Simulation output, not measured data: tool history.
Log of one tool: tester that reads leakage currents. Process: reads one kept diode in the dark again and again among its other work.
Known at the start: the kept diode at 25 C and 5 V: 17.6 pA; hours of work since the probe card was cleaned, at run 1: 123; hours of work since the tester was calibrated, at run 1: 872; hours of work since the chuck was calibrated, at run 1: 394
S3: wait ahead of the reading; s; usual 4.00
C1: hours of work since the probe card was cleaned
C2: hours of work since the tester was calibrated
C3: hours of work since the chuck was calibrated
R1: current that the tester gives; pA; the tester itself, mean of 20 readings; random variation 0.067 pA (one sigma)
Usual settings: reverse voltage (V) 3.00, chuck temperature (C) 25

run 1 hour=0.0 | reverse_voltage_(V)=3.00 chuck_temperature_(C)=25 S3=4.00 | C1=123 C2=872 C3=394 | R1=16.24
run 2 hour=25.5 | reverse_voltage_(V)=3.00 chuck_temperature_(C)=25 S3=4.00 | C1=137 C2=886 C3=408 | R1=16.39
run 3 hour=71.0 | reverse_voltage_(V)=3.00 chuck_temperature_(C)=25 S3=4.00 | C1=161 C2=911 C3=433 | R1=16.46
run 4 hour=102.0 | reverse_voltage_(V)=10.84 chuck_temperature_(C)=25 S3=4.00 | C1=178 C2=928 C3=450 | R1=26.34
run 5 hour=140.8 | reverse_voltage_(V)=10.84 chuck_temperature_(C)=25 S3=4.00 | C1=200 C2=949 C3=471 | R1=26.55
run 6 hour=186.9 | reverse_voltage_(V)=3.00 chuck_temperature_(C)=25 S3=4.00 | C1=225 C2=974 C3=496 | R1=16.76
run 7 hour=232.6 | reverse_voltage_(V)=3.00 chuck_temperature_(C)=25 S3=1.03 | C1=250 C2=999 C3=521 | R1=17.12
run 8 hour=258.8 | reverse_voltage_(V)=3.00 chuck_temperature_(C)=25 S3=1.03 | C1=264 C2=1014 C3=536 | R1=17.21
run 9 hour=286.5 | reverse_voltage_(V)=3.00 chuck_temperature_(C)=25 S3=4.00 | C1=279 C2=1029 C3=551 | R1=17.04
run 10 hour=319.8 | reverse_voltage_(V)=3.00 chuck_temperature_(C)=25 S3=4.00 | C1=297 C2=1047 C3=569 | R1=17.19
run 11 hour=356.3 | reverse_voltage_(V)=3.00 chuck_temperature_(C)=25 S3=4.00 | C1=317 C2=1067 C3=589 | R1=17.09
run 12 hour=389.6 | reverse_voltage_(V)=3.00 chuck_temperature_(C)=25 S3=4.00 | C1=335 C2=1085 C3=607 | R1=17.17
run 13 hour=436.6 | reverse_voltage_(V)=3.57 chuck_temperature_(C)=25 S3=4.00 | C1=361 C2=1111 C3=633 | R1=18.54
run 14 hour=480.7 | reverse_voltage_(V)=3.57 chuck_temperature_(C)=25 S3=4.00 | C1=385 C2=1135 C3=657 | R1=18.71
run 15 hour=501.5 | reverse_voltage_(V)=3.57 chuck_temperature_(C)=25 S3=4.00 | C1=396 C2=1146 C3=668 | R1=18.72
run 16 hour=527.1 | reverse_voltage_(V)=3.57 chuck_temperature_(C)=25 S3=4.00 | C1=410 C2=1160 C3=682 | R1=18.78
run 17 hour=571.8 | reverse_voltage_(V)=2.53 chuck_temperature_(C)=54 S3=0.67 | C1=435 C2=1184 C3=706 | R1=110.98
run 18 hour=599.6 | reverse_voltage_(V)=2.53 chuck_temperature_(C)=54 S3=0.67 | C1=450 C2=1200 C3=722 | R1=111.78

Forecast run 19:
run 19 hour=626.1 | reverse_voltage_(V)=2.53 chuck_temperature_(C)=54 S3=0.67 | C1=464 C2=1214 C3=736 | R1=?

R1: 111.34 pA
Without the tool's hidden state the same run would have given R1 100.58 pA.
